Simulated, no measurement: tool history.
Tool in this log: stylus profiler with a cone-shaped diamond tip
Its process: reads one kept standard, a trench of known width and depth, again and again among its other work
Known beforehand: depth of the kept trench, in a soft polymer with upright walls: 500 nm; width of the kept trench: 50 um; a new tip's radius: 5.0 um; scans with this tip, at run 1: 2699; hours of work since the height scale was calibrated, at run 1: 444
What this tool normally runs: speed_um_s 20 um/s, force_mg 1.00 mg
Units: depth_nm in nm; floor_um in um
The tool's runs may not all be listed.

run	hour	speed_um_s	force_mg	scans with this tip	hours of work since the height scale was calibrated	depth_nm	floor_um
1	0.0	20	1.00	2699	444	502.07	45.54
2	66.2	20	1.00	2907	478	501.87	45.56
3	145.3	20	1.97	3156	519	503.43	45.58
4	215.3	20	1.00	3377	555	502.21	45.52
5	280.6	20	1.00	3582	589	501.87	45.53
6	344.5	20	1.00	3783	622	502.25	45.62
7	396.5	20	1.00	3946	649	502.18	45.55
8	440.0	20	0.83	4083	671	501.80	45.53
9	516.6	20	0.83	4324	711	501.78	45.52
10	616.5	20	2.72	4639	762	503.81	45.60
11	713.6	20	2.72	4944	813	503.94	45.58
12	809.5	20	2.72	5246	862	503.86	45.58
13	891.0	20	2.72	5502	904	504.30	45.56
14	951.0	20	2.72	5691	935	504.08	45.58
15	1049.9	75	1.00	6002	987	502.29	45.29
16	1107.9	11	1.00	6185	1017	501.95	45.60
17	1167.5	52	1.00	6372	1047	501.88	45.37
18	1241.7	20	1.00	6606	1086	502.10	45.58
19	1341.4	68	1.00	6919	1137	501.85	45.30
20	1390.2	7	0.86	7073	1163	501.90	45.60
21	1488.1	74	1.29	7381	1213	502.63	45.28
22	1544.9	31	2.26	7559	1243	503.59	45.47
23	1604.7	31	1.17	7747	1273	502.19	45.53
24	1688.2	6	1.17	8010	1317	502.22	45.55
25	1734.2	6	1.54	8155	1340	502.81	45.61
26	1788.5	6	1.54	8326	1368	502.68	45.57
27	1846.9	41	2.44	8509	1399	503.65	45.55
28	1897.4	41	2.44	8668	1425	503.64	45.51
29	1950.1	34	1.72	8834	1452	502.76	45.48
30	1997.0	34	1.72	8982	1476	503.06	45.53
31	2049.4	39	0.73	9146	1503	501.67	45.41
32	2106.5	31	0.41	9326	1533	501.06	45.39

Estimate the outcome of run 33 from the log above:
33	2171.6	55	1.86	9531	1567	?	?

depth_nm: 503.10 nm
floor_um: 45.43 um
If the tool had no hidden condition, the same run with the same run-to-run variation would have returned depth_nm 503.13 nm, floor_um 45.44 um.
